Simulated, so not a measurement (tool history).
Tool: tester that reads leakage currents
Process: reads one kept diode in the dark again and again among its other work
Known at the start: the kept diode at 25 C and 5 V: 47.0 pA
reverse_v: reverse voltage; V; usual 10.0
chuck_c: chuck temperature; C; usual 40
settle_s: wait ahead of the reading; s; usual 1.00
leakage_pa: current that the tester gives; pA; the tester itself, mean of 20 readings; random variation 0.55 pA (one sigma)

| run | hour | reverse_v | chuck_c | settle_s | leakage_pa |
|---|---|---|---|---|---|
| 1 | 0.0 | 10.0 | 40 | 1.00 | 234.90 |
| 2 | 192.3 | 10.0 | 40 | 1.00 | 238.91 |
|  | 232.8 | chuck's temperature calibrated |
| 3 | 373.6 | 10.0 | 56 | 1.00 | 579.44 |
| 4 | 511.8 | 10.0 | 56 | 1.00 | 583.08 |
|  | 625.0 | probe card cleaned and baked |
| 5 | 700.9 | 10.0 | 40 | 1.00 | 190.69 |
| 6 | 835.5 | 10.0 | 40 | 1.00 | 192.78 |
| 7 | 947.3 | 10.0 | 40 | 1.00 | 194.55 |
| 8 | 1144.3 | 10.0 | 40 | 1.00 | 199.73 |
| 9 | 1275.1 | 10.0 | 40 | 0.83 | 202.19 |
| 10 | 1423.0 | 10.0 | 40 | 0.83 | 204.47 |
| 11 | 1543.1 | 10.0 | 40 | 1.00 | 205.47 |
| 12 | 1790.9 | 10.0 | 40 | 1.00 | 212.28 |
| 13 | 1953.3 | 10.0 | 40 | 1.00 | 214.68 |
| 14 | 2080.4 | 10.0 | 40 | 1.00 | 218.57 |
|  | 2098.6 | tester calibrated |
| 15 | 2254.8 | 10.0 | 40 | 1.00 | 221.01 |
|  | 2322.0 | chuck's temperature calibrated |
| 16 | 2415.8 | 10.0 | 40 | 1.00 | 197.91 |
| 17 | 2629.5 | 10.0 | 40 | 1.00 | 201.68 |
| 18 | 2835.5 | 10.0 | 40 | 1.00 | 206.16 |
| 19 | 2938.7 | 6.6 | 24 | 4.10 | 62.19 |
| 20 | 3126.3 | 6.6 | 24 | 4.10 | 64.04 |
|  | 3264.4 | tester calibrated, once more |
| 21 | 3297.9 | 10.0 | 26 | 1.00 | 92.15 |
| 22 | 3478.2 | 11.7 | 37 | 0.35 | 200.96 |
| 23 | 3579.1 | 1.1 | 28 | 6.65 | 42.45 |
| 24 | 3775.9 | 1.6 | 40 | 4.96 | 114.15 |
| 25 | 3966.8 | 10.0 | 30 | 6.38 | 125.33 |
|  | 4041.7 | probe card cleaned and baked |
| 26 | 4128.7 | 17.6 | 50 | 1.09 | 485.15 |
| 27 | 4322.6 | 17.6 | 50 | 2.05 | 493.55 |
|  | 4414.7 | chuck's temperature calibrated |
| 28 | 4489.3 | 15.9 | 28 | 4.21 | 94.64 |
| 29 | 4605.5 | 10.0 | 28 | 0.50 | 84.91 |

3 ways to go on from here, each from the tool as it stands after run 29. What would each give?
| A | 4815.1 | 6.2 | 30 | 1.58 | ? |
| B | 4815.1 | 10.0 | 28 | 9.85 | ? |
| C | 4815.1 | 10.0 | 40 | 0.62 | ? |

| run | leakage_pa |
|---|---|
| A | 82.13 |
| B | 83.71 |
| C | 197.65 |
Without the tool's hidden state the same runs would have given:
| run | leakage_pa |
|---|---|
| A | 75.16 |
| B | 74.19 |
| C | 184.61 |
